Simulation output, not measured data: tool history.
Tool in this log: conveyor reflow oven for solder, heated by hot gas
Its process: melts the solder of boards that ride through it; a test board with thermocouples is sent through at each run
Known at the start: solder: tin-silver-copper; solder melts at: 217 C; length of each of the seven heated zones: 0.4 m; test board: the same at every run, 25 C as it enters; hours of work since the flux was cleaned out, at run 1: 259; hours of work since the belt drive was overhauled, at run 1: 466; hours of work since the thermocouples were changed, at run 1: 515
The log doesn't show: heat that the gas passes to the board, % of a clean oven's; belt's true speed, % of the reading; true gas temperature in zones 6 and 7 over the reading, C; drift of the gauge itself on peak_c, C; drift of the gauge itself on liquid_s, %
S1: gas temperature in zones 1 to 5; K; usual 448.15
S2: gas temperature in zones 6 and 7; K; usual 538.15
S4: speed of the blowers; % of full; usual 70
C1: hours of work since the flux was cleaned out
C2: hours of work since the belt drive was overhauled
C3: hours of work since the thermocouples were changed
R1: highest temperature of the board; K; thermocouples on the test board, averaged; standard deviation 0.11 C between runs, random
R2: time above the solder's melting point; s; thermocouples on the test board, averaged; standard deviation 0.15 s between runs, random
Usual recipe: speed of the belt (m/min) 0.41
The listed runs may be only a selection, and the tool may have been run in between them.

run 1 hour=0 | S1=448.15 S2=538.15 speed_of_the_belt_(m/min)=0.41 S4=70 | C1=259 C2=466 C3=515 | R1=524.25 R2=88.4
run 2 hour=40.7 | S1=448.15 S2=538.15 speed_of_the_belt_(m/min)=0.38 S4=70 | C1=291 C2=498 C3=547 | R1=525.95 R2=98.6
run 3 hour=81.6 | S1=448.15 S2=538.15 speed_of_the_belt_(m/min)=0.38 S4=70 | C1=324 C2=530 C3=579 | R1=525.75 R2=98.5
run 4 hour=112 | S1=448.15 S2=538.15 speed_of_the_belt_(m/min)=0.38 S4=70 | C1=347 C2=554 C3=603 | R1=525.95 R2=98.1
run 5 hour=135.6 | S1=438.15 S2=538.15 speed_of_the_belt_(m/min)=0.38 S4=70 | C1=366 C2=572 C3=622 | R1=524.15 R2=90.7
-- hour=165.5 flux residue cleaned out of gas plates and filters
-- hour=175.5 thermocouples of zones 6 and 7 changed
run 6 hour=187.3 | S1=438.15 S2=538.15 speed_of_the_belt_(m/min)=0.38 S4=70 | C1=16 C2=607 C3=9 | R1=526.25 R2=94.2
run 7 hour=209.3 | S1=448.15 S2=538.15 speed_of_the_belt_(m/min)=0.364 S4=70 | C1=33 C2=625 C3=27 | R1=528.15 R2=106.7
run 8 hour=244.9 | S1=448.15 S2=538.15 speed_of_the_belt_(m/min)=0.41 S4=70 | C1=61 C2=653 C3=55 | R1=525.25 R2=90.3
run 9 hour=289.1 | S1=448.15 S2=538.15 speed_of_the_belt_(m/min)=0.41 S4=70 | C1=96 C2=687 C3=89 | R1=525.05 R2=90.1
run 10 hour=322.4 | S1=448.15 S2=538.15 speed_of_the_belt_(m/min)=0.41 S4=70 | C1=122 C2=714 C3=116 | R1=524.75 R2=89.6
run 11 hour=363.3 | S1=448.15 S2=538.15 speed_of_the_belt_(m/min)=0.41 S4=70 | C1=154 C2=746 C3=148 | R1=524.65 R2=89.7
run 12 hour=397.2 | S1=440.15 S2=546.15 speed_of_the_belt_(m/min)=0.383 S4=85 | C1=181 C2=772 C3=174 | R1=536.05 R2=104.7
run 13 hour=435.8 | S1=448.15 S2=538.15 speed_of_the_belt_(m/min)=0.333 S4=70 | C1=211 C2=803 C3=205 | R1=529.25 R2=119.3
run 14 hour=473.7 | S1=448.15 S2=538.15 speed_of_the_belt_(m/min)=0.333 S4=82 | C1=241 C2=833 C3=234 | R1=531.05 R2=122
run 15 hour=500.2 | S1=462.15 S2=547.15 speed_of_the_belt_(m/min)=0.347 S4=83 | C1=262 C2=853 C3=255 | R1=540.05 R2=132.1
run 16 hour=544 | S1=451.15 S2=542.15 speed_of_the_belt_(m/min)=0.367 S4=69 | C1=296 C2=888 C3=290 | R1=530.55 R2=109.6
run 17 hour=588.3 | S1=451.15 S2=544.15 speed_of_the_belt_(m/min)=0.367 S4=56 | C1=331 C2=923 C3=325 | R1=528.95 R2=106.2
run 18 hour=613.8 | S1=451.15 S2=544.15 speed_of_the_belt_(m/min)=0.367 S4=56 | C1=351 C2=943 C3=345 | R1=528.75 R2=106.2

What if the next run were any one of these 3? Each begins from the tool's condition after run 18:
run A hour=643.6 | S1=463.15 S2=538.15 speed_of_the_belt_(m/min)=0.37 S4=52 | C1=374 C2=966 C3=368 | R1=? R2=?
run B hour=643.6 | S1=438.15 S2=545.15 speed_of_the_belt_(m/min)=0.363 S4=70 | C1=374 C2=966 C3=368 | R1=? R2=?
run C hour=643.6 | S1=447.15 S2=538.15 speed_of_the_belt_(m/min)=0.39 S4=70 | C1=374 C2=966 C3=368 | R1=? R2=?

run=A R1=523.95 R2=108.3
run=B R1=531.55 R2=104.4
run=C R1=524.65 R2=93.9
Stripped of hidden state, with their random variation kept, the same runs would have yielded:
run=A R1=525.65 R2=108.9
run=B R1=534.05 R2=105.8
run=C R1=527.05 R2=95.7

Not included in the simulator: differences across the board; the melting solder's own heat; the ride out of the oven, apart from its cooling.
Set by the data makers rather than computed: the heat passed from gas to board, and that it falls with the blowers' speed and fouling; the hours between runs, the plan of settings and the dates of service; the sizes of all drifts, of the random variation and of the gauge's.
